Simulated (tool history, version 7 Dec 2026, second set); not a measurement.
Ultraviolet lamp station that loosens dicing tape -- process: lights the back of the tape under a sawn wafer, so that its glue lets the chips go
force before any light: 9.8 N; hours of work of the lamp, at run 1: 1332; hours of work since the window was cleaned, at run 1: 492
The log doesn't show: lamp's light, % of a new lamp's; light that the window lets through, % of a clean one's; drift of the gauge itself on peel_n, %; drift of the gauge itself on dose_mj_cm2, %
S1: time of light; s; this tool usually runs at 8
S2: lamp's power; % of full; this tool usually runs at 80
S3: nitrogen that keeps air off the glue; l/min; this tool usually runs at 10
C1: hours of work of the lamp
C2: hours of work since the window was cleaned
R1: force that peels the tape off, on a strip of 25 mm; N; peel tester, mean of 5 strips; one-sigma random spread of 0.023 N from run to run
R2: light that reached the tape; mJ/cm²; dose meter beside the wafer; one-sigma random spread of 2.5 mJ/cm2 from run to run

run	hour	S1	S2	S3	C1	C2	R1	R2
1	0	8	80	10	1332	492	2.116	214
# hour 44.9: lamp changed
2	95.8	12	80	10	40	566	0.662	392
3	153.8	12	80	10	85	612	0.678	390
4	201.1	12	80	10	122	649	0.698	379
# hour 261.9: window cleaned of glue's vapour
5	261.9	8	80	10	169	0	1.167	300
6	353.5	8	80	10	241	72	1.298	286
7	441.9	8	80	10	310	141	1.336	285
8	498.7	8	80	10	355	185	1.385	279
9	575.6	8	80	10	415	245	1.388	270
10	624.2	4	80	10	453	283	3.611	135
11	684.1	4	80	10	500	330	3.809	130
12	769.3	4	80	10	567	397	4.037	125
13	823.4	4	80	10	609	439	4.049	131
14	914.6	4	80	10	680	511	4.141	124
15	974.2	4	80	10	727	557	4.064	122
16	1020.7	4	80	10	763	594	4.177	118
17	1112	4	80	10	835	665	4.349	115
# hour 1151.4: window cleaned of glue's vapour
18	1177.1	4	78	10	885	20	3.94	125
19	1223.3	4	78	10	921	56	3.959	125
20	1310.3	7	78	10	990	124	2.1	209
21	1399.7	7	78	7	1059	194	2.757	204
22	1446.5	7	78	7	1096	231	2.859	200
23	1538.7	6	78	11	1168	303	2.844	165
24	1629.7	6	78	11	1239	374	2.841	165
25	1686	6	78	11	1283	418	2.998	160
26	1745.4	8	80	10	1330	465	2.099	217
# hour 1791.7: lamp changed
27	1824.2	7	66	11	25	526	2.368	195
28	1918.7	10	84	3	99	600	2.334	342
29	1973.4	12	80	6	142	642	1.116	382
# hour 2045.5: window cleaned of glue's vapour
30	2056	6	94	14	206	8	1.212	264
31	2106.7	8	73	5	246	48	2.404	264
32	2165.5	8	73	5	292	94	2.375	267
33	2254.8	12	80	7	362	164	0.798	416
34	2343.1	4	80	10	431	233	3.651	136
35	2434.3	4	80	10	502	304	3.708	134
36	2475.2	6	60	5	534	336	4.339	150

4 options for the next run, each taken on its own from the tool as it stands now. Forecast them:
A	2541.8	5	71	13	587	388	?	?
B	2541.8	8	80	20	587	388	?	?
C	2541.8	10	83	10	587	388	?	?
D	2541.8	8	99	8	587	388	?	?

run	R1	R2
A	3.208	141
B	1.019	250
C	0.982	326
D	1.288	313
The same runs, with their run-to-run variation unchanged, on a tool lacking any hidden condition would have given:
run	R1	R2
A	2.508	172
B	0.646	307
C	0.622	400
D	0.852	384
